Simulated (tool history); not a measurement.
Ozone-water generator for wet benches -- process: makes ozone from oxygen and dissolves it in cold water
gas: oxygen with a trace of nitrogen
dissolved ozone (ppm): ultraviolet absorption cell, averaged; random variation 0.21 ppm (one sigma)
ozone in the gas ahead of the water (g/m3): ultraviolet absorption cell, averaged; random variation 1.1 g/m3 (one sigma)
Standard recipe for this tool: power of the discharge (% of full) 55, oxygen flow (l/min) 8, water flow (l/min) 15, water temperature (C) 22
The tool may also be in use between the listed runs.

| run | day | power of the discharge (% of full) | oxygen flow (l/min) | water flow (l/min) | water temperature (C) | dissolved ozone (ppm) | ozone in the gas ahead of the water (g/m3) |
|---|---|---|---|---|---|---|---|
| 1 | 0 | 55 | 8 | 15 | 22 | 30.9 | 197.4 |
| 2 | 5.908 | 55 | 8.69 | 15 | 22 | 30.8 | 188.1 |
|  | 6.412 | water thermometer calibrated |
| 3 | 9.883 | 55 | 8.69 | 15 | 22 | 30.8 | 187 |
| 4 | 13.833 | 55 | 8.69 | 15 | 22 | 30.7 | 187.4 |
| 5 | 17.717 | 55 | 9.75 | 15 | 22 | 30.2 | 178.8 |
| 6 | 23.012 | 55 | 9.75 | 15 | 22 | 30.8 | 180.1 |
| 7 | 27.258 | 55 | 9.75 | 15 | 22 | 30.6 | 178.5 |
| 8 | 33.179 | 55 | 9.75 | 15 | 22 | 30.3 | 177.8 |
| 9 | 36.212 | 55 | 8 | 15 | 22 | 31.1 | 193.7 |
| 10 | 42.038 | 55 | 8 | 15 | 22 | 30.9 | 191.4 |
| 11 | 44.775 | 55 | 8 | 15 | 22 | 30.5 | 192.4 |
| 12 | 49.771 | 55 | 6.95 | 15 | 22 | 30.9 | 202.1 |
| 13 | 52.292 | 47 | 6.95 | 15 | 26 | 26.2 | 183.1 |
|  | 52.779 | gauge calibrated |
|  | 52.946 | contactor cleaned |
| 14 | 55.5 | 47 | 6.95 | 15 | 26 | 26.1 | 187.3 |
| 15 | 61.425 | 41 | 9.11 | 15 | 14 | 30.2 | 154.5 |
| 16 | 65.296 | 54 | 8 | 23 | 21 | 23.3 | 191.1 |
| 17 | 68.954 | 79 | 8 | 23 | 25 | 27.3 | 238.9 |
| 18 | 72.238 | 79 | 13.58 | 23 | 25 | 26.9 | 191.8 |
| 19 | 75.508 | 42 | 12.09 | 15 | 23 | 25 | 139.2 |
| 20 | 79.554 | 64 | 6.29 | 15 | 22 | 34.3 | 231.8 |
| 21 | 85.221 | 77 | 8 | 22 | 16 | 32.7 | 234.3 |

Each row is a separate what-if for the run after 21, all from the same tool condition, not one after another. Results?
| A | 89.138 | 55 | 5.23 | 15 | 27 | ? | ? |
| B | 89.138 | 83 | 8 | 19 | 20 | ? | ? |
| C | 89.138 | 91 | 8 | 22 | 16 | ? | ? |
| D | 89.138 | 55 | 6.02 | 10 | 22 | ? | ? |
| E | 89.138 | 95 | 8 | 15 | 23 | ? | ? |

| run | dissolved ozone (ppm) | ozone in the gas ahead of the water (g/m3) |
|---|---|---|
| A | 28.1 | 226.2 |
| B | 35.5 | 243.9 |
| C | 35.7 | 258.3 |
| D | 38.3 | 213.1 |
| E | 42.2 | 265.5 |
Had the tool no hidden state, the same runs would have come out as:
| run | dissolved ozone (ppm) | ozone in the gas ahead of the water (g/m3) |
|---|---|---|
| A | 28.1 | 230.8 |
| B | 35.5 | 248.9 |
| C | 35.7 | 263.6 |
| D | 38.3 | 217.4 |
| E | 42.2 | 270.9 |
